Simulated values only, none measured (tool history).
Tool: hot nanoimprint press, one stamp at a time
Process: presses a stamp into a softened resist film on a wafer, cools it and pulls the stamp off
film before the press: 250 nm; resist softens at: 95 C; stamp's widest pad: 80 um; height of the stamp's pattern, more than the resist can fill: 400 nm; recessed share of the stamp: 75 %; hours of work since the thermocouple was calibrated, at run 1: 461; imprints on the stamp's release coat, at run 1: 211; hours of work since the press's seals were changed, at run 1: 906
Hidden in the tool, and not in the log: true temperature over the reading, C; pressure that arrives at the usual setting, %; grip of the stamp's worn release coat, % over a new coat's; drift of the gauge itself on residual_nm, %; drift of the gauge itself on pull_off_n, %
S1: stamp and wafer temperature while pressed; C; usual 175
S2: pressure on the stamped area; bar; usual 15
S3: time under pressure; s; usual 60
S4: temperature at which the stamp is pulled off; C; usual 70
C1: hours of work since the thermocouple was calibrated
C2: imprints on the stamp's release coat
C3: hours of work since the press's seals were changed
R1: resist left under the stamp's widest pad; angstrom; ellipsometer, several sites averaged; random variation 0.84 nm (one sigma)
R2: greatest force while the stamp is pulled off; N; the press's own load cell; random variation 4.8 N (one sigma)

run,day,S1,S2,S3,S4,C1,C2,C3,R1,R2
1,0,175,15,60,70,461,211,906,1228,264
2,1.504,175,10.5,60,70,476,284,921,1413,269
3,3.271,175,10.5,60,70,494,369,939,1396,285
4,5.458,175,15,60,70,516,474,961,1224,295
5,6.967,175,15,60,70,532,546,976,1240,283
6,8.658,175,15,60,70,549,627,993,1230,300
# day 9.371: plate thermocouple calibrated
7,11.258,175,15,60,70,19,746,1018,1157,283
8,12.85,175,15,60,75,35,822,1034,1182,262
9,14.617,175,15,60,75,53,907,1052,1170,277
10,16.429,175,15,60,70,71,994,1070,1177,331
11,19.354,175,15,60,70,101,1135,1100,1182,333
12,21.812,175,15,30,70,126,1253,1125,1510,336
13,23.108,175,15,30,70,139,1315,1138,1507,350
14,25.133,175,15,60,70,159,1412,1158,1190,339
15,26.654,175,15,60,70,174,1485,1174,1212,374
16,28.467,166,18.4,56,61,193,1572,1192,1508,455
17,29.767,165,23.3,34,74,206,1634,1205,1701,339
18,31.358,165,13.2,108,74,222,1711,1221,1406,344
# day 32.671: press's hydraulic seals changed and the load cell set to zero
19,33.721,165,13.2,108,74,242,1808,11,1367,352
20,36.433,165,12.7,52,75,270,1938,38,1748,360
# day 36.946: stamp cleaned and given a new release coat
21,38.575,165,12.7,52,75,289,78,57,1750,212
22,41.333,165,11.2,52,75,316,211,85,1809,233
23,43.625,175,15,64,70,340,321,108,1144,257
24,45.504,175,12.4,39,70,359,411,127,1480,273
25,48.108,167,13.9,99,73,385,536,153,1321,276
26,49.608,167,13.9,99,73,400,608,168,1341,265
27,51.142,186,15,69,70,415,681,184,791,307
28,53.683,172,15,41,70,441,803,209,1517,313
29,55.75,172,15,41,70,462,903,230,1488,331

How the hidden state differs across the entries between the runs, from the last listed run before each to the first after it:
Between runs 6 and 7: plate thermocouple calibrated (day 9.371)
  true temperature over the reading, C: -1.9 -> -0.05; pressure that arrives at the usual setting, %: 93.49 -> 93.33; grip of the stamp's worn release coat, % over a new coat's: 20.9 -> 25
  measured less the result without the state, R1: +104 -> +35 angstrom; R2: +62 -> +57 N
Between runs 18 and 19: press's hydraulic seals changed and the load cell set to zero (day 32.671)
  true temperature over the reading, C: -0.78 -> -0.86; pressure that arrives at the usual setting, %: 91.99 -> 99.73; grip of the stamp's worn release coat, % over a new coat's: 59.2 -> 62.7
  measured less the result without the state, R1: +73 -> +39 angstrom; R2: +132 -> +140 N
Between runs 20 and 21: stamp cleaned and given a new release coat (day 36.946)
  true temperature over the reading, C: -0.96 -> -1.02; pressure that arrives at the usual setting, %: 99.54 -> 99.39; grip of the stamp's worn release coat, % over a new coat's: 67.5 -> 2.5
  measured less the result without the state, R1: +43 -> +47 angstrom; R2: +150 -> +11 N

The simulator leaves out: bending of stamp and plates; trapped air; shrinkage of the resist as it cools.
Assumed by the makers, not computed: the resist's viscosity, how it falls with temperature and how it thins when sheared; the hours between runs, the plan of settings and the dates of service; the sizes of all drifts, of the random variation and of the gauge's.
